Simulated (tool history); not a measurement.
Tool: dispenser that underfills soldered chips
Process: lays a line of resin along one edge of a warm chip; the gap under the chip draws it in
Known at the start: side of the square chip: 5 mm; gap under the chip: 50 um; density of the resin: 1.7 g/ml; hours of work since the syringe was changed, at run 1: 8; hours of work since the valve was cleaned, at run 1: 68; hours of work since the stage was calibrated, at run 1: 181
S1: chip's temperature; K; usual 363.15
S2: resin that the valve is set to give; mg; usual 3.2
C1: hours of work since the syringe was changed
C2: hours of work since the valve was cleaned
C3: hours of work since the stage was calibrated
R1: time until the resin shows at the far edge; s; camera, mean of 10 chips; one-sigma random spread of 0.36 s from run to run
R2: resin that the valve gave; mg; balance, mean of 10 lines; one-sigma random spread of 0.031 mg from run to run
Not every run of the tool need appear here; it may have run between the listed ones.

run     day      S1    S2  C1   C2   C3    R1    R2
  1       0  363.15   3.2   8   68  181  24.8  3.04
      0.108  -- new syringe of resin
  2   0.304  363.15   3.2   3   73  186  20.6  3.02
      0.692  -- new syringe of resin
  3   0.692  363.15   3.2   0   79  193  17.8  2.98
      1.279  -- new syringe of resin
  4   1.279  350.15   3.2   0   89  202  34.5     3
      1.858  -- new syringe of resin
  5   1.867  371.15   3.2   0   98  212  13.3  2.99
      2.167  -- dispensing valve cleaned and set on the balance
      2.488  -- new syringe of resin
  6   2.625  367.15   3.2   2    8  224    16   3.2
      3.075  -- new syringe of resin
  7   3.075  363.15   3.2   0   15  231    18   3.2
  8   3.421  363.15   3.6   6   21  237  22.5  3.56
      3.688  -- new syringe of resin
  9   3.896  363.15  3.73   3   28  245  19.7  3.63
      4.275  -- new syringe of resin
 10   4.283  363.15  3.73   0   35  251  17.8  3.62
      4.875  -- new syringe of resin
 11   4.875  363.15  3.73   0   45  261  17.4   3.6
      5.496  -- new syringe of resin
 12     5.5  363.15   3.2   0   55  271  17.4  3.15
 13   5.946  363.15   3.2   8   62  279  24.4  3.07
      6.104  -- new syringe of resin
 14   6.588  363.15   3.2   8   73  289    25  3.09
      6.688  -- new syringe of resin
 15     6.9  363.15   3.2   4   78  294  19.6  3.01
      7.292  -- new syringe of resin
 16   7.596  363.15   3.2   5   89  306  22.5  3.01
      7.908  -- new syringe of resin
 17   8.021  363.15   3.2   2   96  313  19.1  2.97
      8.425  -- dispensing valve cleaned and set on the balance
      8.529  -- new syringe of resin
 18   8.742  354.15   3.2   4    5  324  30.8  3.19
      9.125  -- new syringe of resin
 19   9.304  372.15   3.2   3   14  333  12.5  3.18
      9.708  -- new syringe of resin
 20   9.996  372.15   3.2   5   26  345  13.2  3.14
     10.304  -- new syringe of resin
 21  10.521  369.15   3.2   4   34  353  15.4  3.12
     10.938  -- new syringe of resin
 22  11.025  369.15   3.2   1   43  362    14  3.09
     11.533  -- new syringe of resin
 23  11.533  369.15   3.2   0   51  370  13.6   3.1
 24  11.858  362.15  3.38   5   57  375  21.9  3.24
     12.121  -- new syringe of resin
 25  12.533  367.15  3.59   7   68  386  18.3  3.41
       12.7  -- new syringe of resin
 26  13.196  360.15  3.49   8   79  397  26.8  3.28
     13.321  -- new syringe of resin
 27  13.583  376.15  3.63   4   85  404  11.2  3.45
     13.912  -- new syringe of resin
 28  13.954  357.15  3.87   1   91  410  22.8   3.6
     14.529  -- new syringe of resin
 29  14.575  360.15  3.74   1  101  420  19.1  3.49
     14.733  -- dispensing valve cleaned and set on the balance
 30  15.017  360.15  3.74   8    5  427  25.6  3.68
     15.175  -- new syringe of resin
 31  15.621  367.15  4.19   8   15  437  18.2  4.16
     15.758  -- new syringe of resin
 32      16  367.15  4.19   4   21  443  16.3  4.14
     16.338  -- new syringe of resin
 33  16.579  349.15  2.92   4   30  452  37.8  2.83
     16.946  -- new syringe of resin
 34  17.075  349.15  3.14   2   39  461  35.5  3.05
     17.542  -- new syringe of resin
 35  17.721  372.15  3.45   3   49  471  12.2  3.32

What if the next run were any one of these 3? Each begins from the tool's condition after run 35:
     18.154  -- new syringe of resin
  A  18.404  357.15  3.85   4  61  483   ?   ?
     18.154  -- new syringe of resin
  B  18.404  356.15   3.5   4  61  483   ?   ?
     18.154  -- new syringe of resin
  C  18.404  372.15  4.11   4  61  483   ?   ?

run    R1    R2
  A  26.4  3.68
  B    27  3.32
  C  13.2     4
Take away the tool's hidden state, keep each run's random variation, and the runs would have read:
run    R1    R2
  A  25.8  3.86
  B  26.3  3.48
  C  12.7  4.19
